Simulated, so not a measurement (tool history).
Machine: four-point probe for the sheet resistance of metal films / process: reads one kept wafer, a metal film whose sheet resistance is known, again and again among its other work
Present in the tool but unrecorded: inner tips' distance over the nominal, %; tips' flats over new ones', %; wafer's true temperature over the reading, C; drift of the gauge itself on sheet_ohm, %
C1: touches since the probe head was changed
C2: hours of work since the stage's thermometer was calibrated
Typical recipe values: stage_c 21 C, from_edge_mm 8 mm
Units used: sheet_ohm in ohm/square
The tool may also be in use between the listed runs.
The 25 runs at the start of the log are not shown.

{"run": 26, "hour": 956.6, "stage_c": 26, "from_edge_mm": 31, "C1": 78886, "C2": 1435, "sheet_ohm": 0.514254}
{"run": 27, "hour": 986.4, "stage_c": 28, "from_edge_mm": 20, "C1": 79939, "C2": 1448, "sheet_ohm": 0.514719}
{"run": 28, "hour": 1035.0, "stage_c": 27, "from_edge_mm": 65, "C1": 81656, "C2": 1469, "sheet_ohm": 0.514547}
{"run": 29, "hour": 1082.0, "stage_c": 34, "from_edge_mm": 14, "C1": 83316, "C2": 1488, "sheet_ohm": 0.515991}
{"run": 30, "hour": 1119.4, "stage_c": 31, "from_edge_mm": 8, "C1": 84637, "C2": 1504, "sheet_ohm": 0.516558}
{"run": 31, "hour": 1162.9, "stage_c": 21, "from_edge_mm": 7, "C1": 86173, "C2": 1523, "sheet_ohm": 0.515661}
{"run": 32, "hour": 1191.0, "stage_c": 19, "from_edge_mm": 9, "C1": 87166, "C2": 1535, "sheet_ohm": 0.514359}
{"run": 33, "hour": 1240.4, "stage_c": 27, "from_edge_mm": 3, "C1": 88909, "C2": 1555, "sheet_ohm": 0.526264}
{"run": 34, "hour": 1279.6, "stage_c": 24, "from_edge_mm": 18, "C1": 90296, "C2": 1572, "sheet_ohm": 0.51421}
{"run": 35, "hour": 1321.4, "stage_c": 29, "from_edge_mm": 62, "C1": 91772, "C2": 1590, "sheet_ohm": 0.514565}
{"run": 36, "hour": 1352.1, "stage_c": 21, "from_edge_mm": 68, "C1": 92854, "C2": 1603, "sheet_ohm": 0.513246}
{"run": 37, "hour": 1394.0, "stage_c": 20, "from_edge_mm": 57, "C1": 94335, "C2": 1620, "sheet_ohm": 0.513127}
{"run": 38, "hour": 1434.9, "stage_c": 24, "from_edge_mm": 57, "C1": 95782, "C2": 1638, "sheet_ohm": 0.514074}
{"run": 39, "hour": 1469.4, "stage_c": 24, "from_edge_mm": 57, "C1": 97000, "C2": 1652, "sheet_ohm": 0.513631}
{"run": 40, "hour": 1503.7, "stage_c": 24, "from_edge_mm": 57, "C1": 98210, "C2": 1667, "sheet_ohm": 0.51386}
{"run": 41, "hour": 1528.7, "stage_c": 34, "from_edge_mm": 62, "C1": 99095, "C2": 1677, "sheet_ohm": 0.515331}
{"run": 42, "hour": 1561.3, "stage_c": 24, "from_edge_mm": 4, "C1": 100245, "C2": 1691, "sheet_ohm": 0.520699}
{"run": 43, "hour": 1609.4, "stage_c": 24, "from_edge_mm": 51, "C1": 101943, "C2": 1711, "sheet_ohm": 0.513747}
{"run": 44, "hour": 1635.9, "stage_c": 24, "from_edge_mm": 51, "C1": 102881, "C2": 1723, "sheet_ohm": 0.513979}

Predict each of these 5 candidate next runs independently; none follows another, all start after run 44:
{"run": "A", "hour": 1684.3, "stage_c": 21, "from_edge_mm": 7, "C1": 104592, "C2": 1743, "sheet_ohm": "?"}
{"run": "B", "hour": 1684.3, "stage_c": 30, "from_edge_mm": 18, "C1": 104592, "C2": 1743, "sheet_ohm": "?"}
{"run": "C", "hour": 1684.3, "stage_c": 29, "from_edge_mm": 26, "C1": 104592, "C2": 1743, "sheet_ohm": "?"}
{"run": "D", "hour": 1684.3, "stage_c": 19, "from_edge_mm": 59, "C1": 104592, "C2": 1743, "sheet_ohm": "?"}
{"run": "E", "hour": 1684.3, "stage_c": 24, "from_edge_mm": 15, "C1": 104592, "C2": 1743, "sheet_ohm": "?"}

run=A sheet_ohm=0.515668
run=B sheet_ohm=0.515004
run=C sheet_ohm=0.514862
run=D sheet_ohm=0.512957
run=E sheet_ohm=0.514237
What these runs would have given with no unlogged condition in the tool:
run=A sheet_ohm=0.515646
run=B sheet_ohm=0.514983
run=C sheet_ohm=0.514841
run=D sheet_ohm=0.512936
run=E sheet_ohm=0.514216

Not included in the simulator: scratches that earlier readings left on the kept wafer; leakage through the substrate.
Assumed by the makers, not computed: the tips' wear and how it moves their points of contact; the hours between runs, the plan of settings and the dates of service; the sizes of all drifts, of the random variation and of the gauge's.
